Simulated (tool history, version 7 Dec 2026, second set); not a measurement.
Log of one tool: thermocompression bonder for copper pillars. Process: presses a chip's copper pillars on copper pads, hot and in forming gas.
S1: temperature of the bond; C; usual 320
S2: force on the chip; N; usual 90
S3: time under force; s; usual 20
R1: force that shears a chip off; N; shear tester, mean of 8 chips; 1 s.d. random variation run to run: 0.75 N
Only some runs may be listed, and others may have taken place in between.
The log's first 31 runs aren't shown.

{"run": 32, "day": 40.812, "S1": 297, "S2": 124, "S3": 12, "R1": 38.5}
{"day": 41.067, "done": "forming gas filter changed"}
{"run": 33, "day": 42.125, "S1": 309, "S2": 84, "S3": 21, "R1": 43.6}
{"run": 34, "day": 43.15, "S1": 309, "S2": 84, "S3": 21, "R1": 43.6}
{"run": 35, "day": 44.575, "S1": 298, "S2": 130, "S3": 19, "R1": 49.3}
{"day": 44.95, "done": "heater calibrated with a thermocouple chip"}
{"run": 36, "day": 45.521, "S1": 320, "S2": 90, "S3": 14, "R1": 48.2}
{"run": 37, "day": 46.892, "S1": 330, "S2": 128, "S3": 14, "R1": 62.2}
{"run": 38, "day": 48.346, "S1": 322, "S2": 128, "S3": 24, "R1": 66.5}
{"run": 39, "day": 49.129, "S1": 320, "S2": 119, "S3": 35, "R1": 67.7}
{"run": 40, "day": 50.325, "S1": 323, "S2": 90, "S3": 27, "R1": 56.3}

What if the next run were any one of these 3? Each begins from the tool's condition after run 40:
{"run": "A", "day": 51.775, "S1": 308, "S2": 135, "S3": 40, "R1": "?"}
{"run": "B", "day": 51.775, "S1": 323, "S2": 90, "S3": 27, "R1": "?"}
{"run": "C", "day": 51.775, "S1": 323, "S2": 81, "S3": 43, "R1": "?"}

run=A R1=64
run=B R1=56.1
run=C R1=59.2
The same runs, with their run-to-run variation unchanged, on a tool lacking any hidden condition would have given:
run=A R1=69.9
run=B R1=61.7
run=C R1=65

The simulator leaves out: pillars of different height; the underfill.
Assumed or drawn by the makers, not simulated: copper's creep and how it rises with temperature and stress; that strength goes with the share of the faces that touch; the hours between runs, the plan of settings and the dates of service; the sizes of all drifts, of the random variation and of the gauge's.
